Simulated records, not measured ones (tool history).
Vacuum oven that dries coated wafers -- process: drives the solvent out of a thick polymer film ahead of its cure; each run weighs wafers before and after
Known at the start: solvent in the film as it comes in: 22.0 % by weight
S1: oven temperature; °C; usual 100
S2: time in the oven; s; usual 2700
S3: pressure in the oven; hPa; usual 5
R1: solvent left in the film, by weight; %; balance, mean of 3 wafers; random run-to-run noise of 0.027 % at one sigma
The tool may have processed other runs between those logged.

Run 1, hour 0: usual settings. Result: R1 1.54 %.
Run 2, hour 12.2: usual settings but S1 110 °C. Result: R1 0.42 %.
Run 3, hour 39.7: usual settings but S1 110 °C. Result: R1 0.45 %.
Run 4, hour 53.9: usual settings but S1 110 °C. Result: R1 0.36 %.
Run 5, hour 73.3: usual settings but S1 110 °C. Result: R1 0.42 %.
Run 6, hour 92.5: usual settings but S1 110 °C. Result: R1 0.41 %.
Run 7, hour 121.4: usual settings but S1 110 °C. Result: R1 0.42 %.
Run 8, hour 133.3: usual settings. Result: R1 1.5 %.
Run 9, hour 161.5: usual settings. Result: R1 1.54 %.
Run 10, hour 185.9: usual settings. Result: R1 1.53 %.
Run 11, hour 202.7: usual settings. Result: R1 1.5 %.
Run 12, hour 216.4: usual settings but S3 2.58 hPa. Result: R1 1.41 %.
Run 13, hour 238.5: usual settings but S1 106 °C. Result: R1 0.72 %.
Run 14, hour 259.8: usual settings but S2 3000 s. Result: R1 1.2 %.
Run 15, hour 286.2: usual settings but S2 3000 s. Result: R1 1.22 %.
Run 16, hour 312.3: usual settings but S2 3000 s. Result: R1 1.23 %.
Run 17, hour 334.7: usual settings but S2 3000 s. Result: R1 1.22 %.
Run 18, hour 357.3: usual settings. Result: R1 1.52 %.
Run 19, hour 380.8: usual settings. Result: R1 1.53 %.
Run 20, hour 395.1: usual settings. Result: R1 1.54 %.
Run 21, hour 423: usual settings but S1 90 °C, S2 1620 s. Result: R1 7.37 %.
Run 22, hour 439: usual settings but S1 90 °C, S2 1620 s. Result: R1 7.24 %.
Run 23, hour 466.3: usual settings but S1 90 °C, S2 1620 s. Result: R1 7.39 %.
Run 24, hour 487.8: usual settings but S1 99 °C, S2 3960 s. Result: R1 0.78 %.
Run 25, hour 515.9: usual settings but S1 97 °C, S2 3000 s. Result: R1 1.74 %.
Run 26, hour 532: usual settings but S1 99 °C, S2 2760 s, S3 12.85 hPa. Result: R1 1.93 %.
At hour 542.8: oven's thermocouples calibrated.
Run 27, hour 561.8: usual settings but S1 91 °C, S2 1920 s, S3 3.29 hPa. Result: R1 5.97 %.
Run 28, hour 578.2: usual settings but S1 91 °C, S2 1920 s, S3 3.29 hPa. Result: R1 6.04 %.
Run 29, hour 594.2: usual settings but S1 91 °C, S2 1320 s, S3 6.07 hPa. Result: R1 8.64 %.
Run 30, hour 615.6: usual settings but S1 103 °C, S2 4140 s, S3 11.46 hPa. Result: R1 0.74 %.
Run 31, hour 644.7: usual settings but S1 103 °C, S2 4140 s, S3 11.46 hPa. Result: R1 0.72 %.
Run 32, hour 672.9: usual settings but S1 103 °C, S2 4140 s, S3 11.46 hPa. Result: R1 0.68 %.
Run 33, hour 699.4: usual settings but S1 103 °C, S2 4140 s, S3 11.46 hPa. Result: R1 0.73 %.
Run 34, hour 720.3: usual settings but S1 85 °C, S2 2040 s, S3 10.31 hPa. Result: R1 8.32 %.
Run 35, hour 741.1: usual settings but S1 96 °C, S2 4800 s, S3 6.67 hPa. Result: R1 0.86 %.
Run 36, hour 754.6: usual settings but S1 87 °C, S2 2340 s, S3 2.73 hPa. Result: R1 6.23 %.
Run 37, hour 783: usual settings but S1 87 °C, S2 2340 s, S3 10.28 hPa. Result: R1 6.58 %.
Run 38, hour 806: usual settings but S1 87 °C, S2 2340 s, S3 3.43 hPa. Result: R1 6.27 %.
Run 39, hour 830.8: usual settings but S1 109 °C, S2 1440 s, S3 6.18 hPa. Result: R1 2.09 %.

Here are 4 independent what-if runs from the current tool condition. What would each one return?
Run A, hour 848.5: usual settings but S1 104 °C, S2 3000 s, S3 2.78 hPa. Result: R1 ?.
Run B, hour 848.5: usual settings but S1 97 °C, S2 1920 s, S3 2.93 hPa. Result: R1 ?.
Run C, hour 848.5: usual settings but S1 92 °C, S2 3300 s, S3 5.4 hPa. Result: R1 ?.
Run D, hour 848.5: usual settings but S1 101 °C, S3 5.84 hPa. Result: R1 ?.

run    R1
  A  0.74
  B  3.82
  C  2.64
  D  1.43
The same runs, with their run-to-run variation unchanged, on a tool lacking any hidden condition would have given:
run    R1
  A  0.66
  B  3.83
  C  2.59
  D  1.38
